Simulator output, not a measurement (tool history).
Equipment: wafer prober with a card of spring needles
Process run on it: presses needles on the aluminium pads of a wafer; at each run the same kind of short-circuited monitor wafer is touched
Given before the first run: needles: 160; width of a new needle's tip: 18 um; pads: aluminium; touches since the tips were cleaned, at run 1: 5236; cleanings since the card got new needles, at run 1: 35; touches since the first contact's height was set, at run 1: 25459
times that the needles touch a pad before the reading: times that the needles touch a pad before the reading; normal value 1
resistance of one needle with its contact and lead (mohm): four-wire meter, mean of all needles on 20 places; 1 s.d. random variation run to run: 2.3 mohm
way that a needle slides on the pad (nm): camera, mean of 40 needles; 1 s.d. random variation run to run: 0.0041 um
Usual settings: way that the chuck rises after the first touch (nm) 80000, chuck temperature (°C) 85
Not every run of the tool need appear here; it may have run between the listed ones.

run,hour,way that the chuck rises after the first touch (nm),chuck temperature (°C),times that the needles touch a pad before the reading,touches since the tips were cleaned,cleanings since the card got new needles,touches since the first contact's height was set,resistance of one needle with its contact and lead (mohm),way that a needle slides on the pad (nm)
1,0,80000,85,1,5236,35,25459,282,11732
# hour 9.7: tips cleaned on abrasive film
# hour 42.3: tips cleaned on abrasive film
2,42.4,80000,85,1,27,37,35210,260,11711
3,71.4,80000,85,1,6699,37,41882,293,11726
# hour 77.9: tips cleaned on abrasive film
4,90.1,80000,85,1,2799,38,46173,273,11718
# hour 110.7: tips cleaned on abrasive film
5,133.2,80000,85,2,5189,39,56107,272,11701
# hour 146.6: tips cleaned on abrasive film
6,164.5,76000,85,2,4135,40,63302,276,11110
# hour 181.5: tips cleaned on abrasive film
# hour 189.2: height of the first contact set anew
7,199.6,76000,85,2,4112,41,2417,273,11170
# hour 215: tips cleaned on abrasive film
8,232.8,80000,85,1,4110,42,10038,286,11753
# hour 247.9: tips cleaned on abrasive film
9,274.9,71000,84,2,6235,43,19739,284,10416
# hour 280.2: tips cleaned on abrasive film
# hour 314: tips cleaned on abrasive film
10,314,71000,84,2,0,45,28714,260,10409
11,341,71000,84,2,6247,45,34961,284,10403
# hour 347.8: tips cleaned on abrasive film
12,359,71000,84,2,2581,46,39078,275,10394
# hour 380.6: tips cleaned on abrasive film
13,395.5,66000,85,1,3440,47,47474,295,9656
# hour 412.6: tips cleaned on abrasive film
14,416.1,69000,85,2,810,48,52217,261,10080
15,438.1,69000,85,2,5887,48,57294,286,10088
# hour 446.6: tips cleaned on abrasive film
16,468.7,95000,26,1,5094,49,64333,264,13893

Branching from run 16: 3 alternative next runs. What would each branch give?
# hour 479: tips cleaned on abrasive film
# hour 489: height of the first contact set anew
A,489.6,70000,85,2,2390,50,134,?,?
# hour 479: tips cleaned on abrasive film
# hour 489: height of the first contact set anew
B,489.6,76000,75,1,2390,50,134,?,?
# hour 479: tips cleaned on abrasive film
# hour 489: height of the first contact set anew
C,489.6,74000,59,1,2390,50,134,?,?

run,resistance of one needle with its contact and lead (mohm),way that a needle slides on the pad (nm)
A,271,10289
B,274,11180
C,272,10877
Without the tool's hidden state the same runs would have given:
run,resistance of one needle with its contact and lead (mohm),way that a needle slides on the pad (nm)
A,254,10289
B,250,11180
C,246,10877
